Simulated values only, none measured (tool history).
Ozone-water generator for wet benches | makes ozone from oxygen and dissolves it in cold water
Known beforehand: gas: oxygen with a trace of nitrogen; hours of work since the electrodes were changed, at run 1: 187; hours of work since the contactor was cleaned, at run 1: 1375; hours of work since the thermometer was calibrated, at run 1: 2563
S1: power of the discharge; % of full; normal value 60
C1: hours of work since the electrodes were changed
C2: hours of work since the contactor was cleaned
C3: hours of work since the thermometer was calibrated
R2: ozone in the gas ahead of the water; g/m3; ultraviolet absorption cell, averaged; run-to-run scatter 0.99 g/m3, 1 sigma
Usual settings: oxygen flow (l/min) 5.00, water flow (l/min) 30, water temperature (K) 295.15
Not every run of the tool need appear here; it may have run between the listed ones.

{"run": 1, "hour": 0.0, "S1": 60, "oxygen flow (l/min)": 5.0, "water flow (l/min)": 30, "water temperature (K)": 295.15, "C1": 187, "C2": 1375, "C3": 2563, "dissolved ozone (ppm)": 12.9, "R2": 170.6}
{"run": 2, "hour": 107.8, "S1": 60, "oxygen flow (l/min)": 5.0, "water flow (l/min)": 30, "water temperature (K)": 295.15, "C1": 251, "C2": 1440, "C3": 2628, "dissolved ozone (ppm)": 13.0, "R2": 170.5}
{"run": 3, "hour": 184.6, "S1": 60, "oxygen flow (l/min)": 5.0, "water flow (l/min)": 30, "water temperature (K)": 295.15, "C1": 297, "C2": 1486, "C3": 2674, "dissolved ozone (ppm)": 13.2, "R2": 173.7}
{"run": 4, "hour": 307.1, "S1": 65, "oxygen flow (l/min)": 5.0, "water flow (l/min)": 30, "water temperature (K)": 295.15, "C1": 371, "C2": 1559, "C3": 2747, "dissolved ozone (ppm)": 13.7, "R2": 182.4}
{"run": 5, "hour": 434.4, "S1": 60, "oxygen flow (l/min)": 5.0, "water flow (l/min)": 30, "water temperature (K)": 295.15, "C1": 447, "C2": 1636, "C3": 2824, "dissolved ozone (ppm)": 13.1, "R2": 172.8}
{"run": 6, "hour": 555.8, "S1": 60, "oxygen flow (l/min)": 5.0, "water flow (l/min)": 30, "water temperature (K)": 295.15, "C1": 520, "C2": 1709, "C3": 2897, "dissolved ozone (ppm)": 13.2, "R2": 173.1}
{"run": 7, "hour": 661.4, "S1": 60, "oxygen flow (l/min)": 7.87, "water flow (l/min)": 30, "water temperature (K)": 295.15, "C1": 584, "C2": 1772, "C3": 2960, "dissolved ozone (ppm)": 13.2, "R2": 133.4}
{"run": 8, "hour": 729.6, "S1": 60, "oxygen flow (l/min)": 7.87, "water flow (l/min)": 30, "water temperature (K)": 295.15, "C1": 625, "C2": 1813, "C3": 3001, "dissolved ozone (ppm)": 13.0, "R2": 136.3}
{"run": 9, "hour": 861.9, "S1": 60, "oxygen flow (l/min)": 5.0, "water flow (l/min)": 33, "water temperature (K)": 300.15, "C1": 704, "C2": 1892, "C3": 3081, "dissolved ozone (ppm)": 11.5, "R2": 173.4}
{"run": 10, "hour": 950.1, "S1": 60, "oxygen flow (l/min)": 5.0, "water flow (l/min)": 30, "water temperature (K)": 299.15, "C1": 757, "C2": 1945, "C3": 3134, "dissolved ozone (ppm)": 12.5, "R2": 175.0}
{"run": 11, "hour": 1064.7, "S1": 60, "oxygen flow (l/min)": 5.0, "water flow (l/min)": 30, "water temperature (K)": 299.15, "C1": 826, "C2": 2014, "C3": 3202, "dissolved ozone (ppm)": 12.4, "R2": 174.1}
{"run": 12, "hour": 1181.4, "S1": 79, "oxygen flow (l/min)": 5.0, "water flow (l/min)": 30, "water temperature (K)": 290.15, "C1": 896, "C2": 2084, "C3": 3273, "dissolved ozone (ppm)": 16.2, "R2": 207.5}
{"run": 13, "hour": 1286.5, "S1": 60, "oxygen flow (l/min)": 5.34, "water flow (l/min)": 30, "water temperature (K)": 288.15, "C1": 959, "C2": 2147, "C3": 3336, "dissolved ozone (ppm)": 14.2, "R2": 170.8}
{"run": 14, "hour": 1382.6, "S1": 82, "oxygen flow (l/min)": 5.0, "water flow (l/min)": 30, "water temperature (K)": 295.15, "C1": 1017, "C2": 2205, "C3": 3393, "dissolved ozone (ppm)": 15.8, "R2": 214.6}

Consider 4 possible next runs. They are alternatives, not a sequence: every one starts from the tool as it was left by run 14. What does each give?
{"hour": 1417.8, "done": "gauge calibrated"}
{"run": "A", "hour": 1496.2, "S1": 61, "oxygen flow (l/min)": 5.0, "water flow (l/min)": 30, "water temperature (K)": 295.15, "C1": 1085, "C2": 2273, "C3": 3462, "dissolved ozone (ppm)": "?", "R2": "?"}
{"hour": 1417.8, "done": "gauge calibrated"}
{"run": "B", "hour": 1496.2, "S1": 60, "oxygen flow (l/min)": 5.0, "water flow (l/min)": 30, "water temperature (K)": 288.15, "C1": 1085, "C2": 2273, "C3": 3462, "dissolved ozone (ppm)": "?", "R2": "?"}
{"hour": 1417.8, "done": "gauge calibrated"}
{"run": "C", "hour": 1496.2, "S1": 58, "oxygen flow (l/min)": 4.2, "water flow (l/min)": 30, "water temperature (K)": 294.15, "C1": 1085, "C2": 2273, "C3": 3462, "dissolved ozone (ppm)": "?", "R2": "?"}
{"hour": 1417.8, "done": "gauge calibrated"}
{"run": "D", "hour": 1496.2, "S1": 60, "oxygen flow (l/min)": 5.4, "water flow (l/min)": 26, "water temperature (K)": 298.15, "C1": 1085, "C2": 2273, "C3": 3462, "dissolved ozone (ppm)": "?", "R2": "?"}

run=A dissolved_ozone_(ppm)=13.2 R2=172.7
run=B dissolved_ozone_(ppm)=14.0 R2=170.4
run=C dissolved_ozone_(ppm)=12.5 R2=184.9
run=D dissolved_ozone_(ppm)=14.1 R2=165.5
With no hidden state in the tool, these same runs would have given:
run=A dissolved_ozone_(ppm)=13.2 R2=172.4
run=B dissolved_ozone_(ppm)=14.0 R2=170.2
run=C dissolved_ozone_(ppm)=12.5 R2=184.7
run=D dissolved_ozone_(ppm)=14.1 R2=165.3
